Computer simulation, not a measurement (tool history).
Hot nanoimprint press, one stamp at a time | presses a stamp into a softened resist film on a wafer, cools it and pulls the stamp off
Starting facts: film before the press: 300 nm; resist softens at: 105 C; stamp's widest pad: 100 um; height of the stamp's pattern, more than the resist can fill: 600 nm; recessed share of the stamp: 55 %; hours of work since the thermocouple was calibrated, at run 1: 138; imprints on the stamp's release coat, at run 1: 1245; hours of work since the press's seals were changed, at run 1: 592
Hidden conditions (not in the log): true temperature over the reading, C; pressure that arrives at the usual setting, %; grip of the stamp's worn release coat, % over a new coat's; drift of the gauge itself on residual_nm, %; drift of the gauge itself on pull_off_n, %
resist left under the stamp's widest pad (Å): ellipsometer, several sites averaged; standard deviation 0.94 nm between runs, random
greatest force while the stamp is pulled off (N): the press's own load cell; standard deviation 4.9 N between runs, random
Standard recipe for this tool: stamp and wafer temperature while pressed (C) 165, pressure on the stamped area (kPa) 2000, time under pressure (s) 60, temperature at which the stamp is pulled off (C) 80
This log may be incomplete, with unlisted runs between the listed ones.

| run | day | stamp and wafer temperature while pressed (C) | pressure on the stamped area (kPa) | time under pressure (s) | temperature at which the stamp is pulled off (C) | hours of work since the thermocouple was calibrated | imprints on the stamp's release coat | hours of work since the press's seals were changed | resist left under the stamp's widest pad (Å) | greatest force while the stamp is pulled off (N) |
|---|---|---|---|---|---|---|---|---|---|---|
| 1 | 0 | 165 | 2000 | 60 | 80 | 138 | 1245 | 592 | 1295 | 316 |
| 2 | 1.629 | 165 | 2070 | 60 | 80 | 161 | 1313 | 615 | 1270 | 297 |
| 3 | 3.242 | 165 | 2000 | 60 | 80 | 183 | 1380 | 637 | 1275 | 297 |
| 4 | 4.129 | 165 | 2000 | 69 | 80 | 195 | 1416 | 649 | 1218 | 308 |
| 5 | 5.388 | 165 | 2000 | 69 | 80 | 212 | 1469 | 667 | 1222 | 313 |
| 6 | 7.142 | 165 | 2000 | 60 | 72 | 236 | 1542 | 691 | 1270 | 373 |
| 7 | 8.671 | 165 | 2000 | 60 | 72 | 257 | 1605 | 712 | 1280 | 352 |
| 8 | 9.742 | 165 | 2000 | 60 | 72 | 272 | 1649 | 726 | 1260 | 351 |
| 9 | 11.267 | 165 | 1520 | 60 | 80 | 293 | 1713 | 747 | 1410 | 337 |
| 10 | 12.096 | 165 | 2000 | 60 | 80 | 305 | 1747 | 759 | 1270 | 334 |
| 11 | 13.779 | 165 | 2000 | 60 | 80 | 328 | 1817 | 782 | 1239 | 346 |
| 12 | 15.533 | 165 | 1570 | 60 | 80 | 352 | 1890 | 806 | 1387 | 343 |
|  | 16.638 | stamp cleaned and given a new release coat |
| 13 | 17.15 | 165 | 1570 | 60 | 80 | 371 | 21 | 825 | 1386 | 238 |
|  | 17.371 | plate thermocouple calibrated |
| 14 | 18.438 | 165 | 2000 | 60 | 80 | 15 | 70 | 841 | 1164 | 235 |
| 15 | 20.054 | 165 | 2000 | 60 | 80 | 37 | 137 | 863 | 1177 | 237 |
| 16 | 21.425 | 165 | 2000 | 60 | 80 | 56 | 194 | 882 | 1175 | 249 |
| 17 | 22.696 | 155 | 1970 | 60 | 69 | 73 | 247 | 900 | 1995 | 286 |
|  | 23.917 | plate thermocouple calibrated, once more |
| 18 | 24.417 | 175 | 2710 | 42 | 86 | 7 | 313 | 921 | 770 | 235 |
| 19 | 25.938 | 175 | 2710 | 42 | 86 | 28 | 376 | 942 | 756 | 236 |
| 20 | 27.471 | 165 | 2870 | 60 | 81 | 49 | 440 | 964 | 1139 | 254 |
| 21 | 29.233 | 165 | 1610 | 60 | 68 | 73 | 513 | 988 | 1488 | 321 |
| 22 | 30.279 | 164 | 1610 | 80 | 68 | 88 | 556 | 1002 | 1421 | 312 |
| 23 | 32.217 | 165 | 1790 | 60 | 75 | 114 | 636 | 1029 | 1424 | 291 |
| 24 | 33.658 | 165 | 1790 | 60 | 75 | 134 | 696 | 1049 | 1408 | 305 |
| 25 | 35.438 | 165 | 1790 | 60 | 75 | 159 | 770 | 1073 | 1392 | 299 |

What will run 26 give?
| 26 | 36.583 | 165 | 1680 | 68 | 75 | 174 | 818 | 1089 | ? | ? |

{"run 26": {"resist left under the stamp's widest pad (Å)": 1369, "greatest force while the stamp is pulled off (N)": 301}}
Had the tool carried no hidden state, the very same run would have given resist left under the stamp's widest pad (Å) 1381, greatest force while the stamp is pulled off (N) 255.
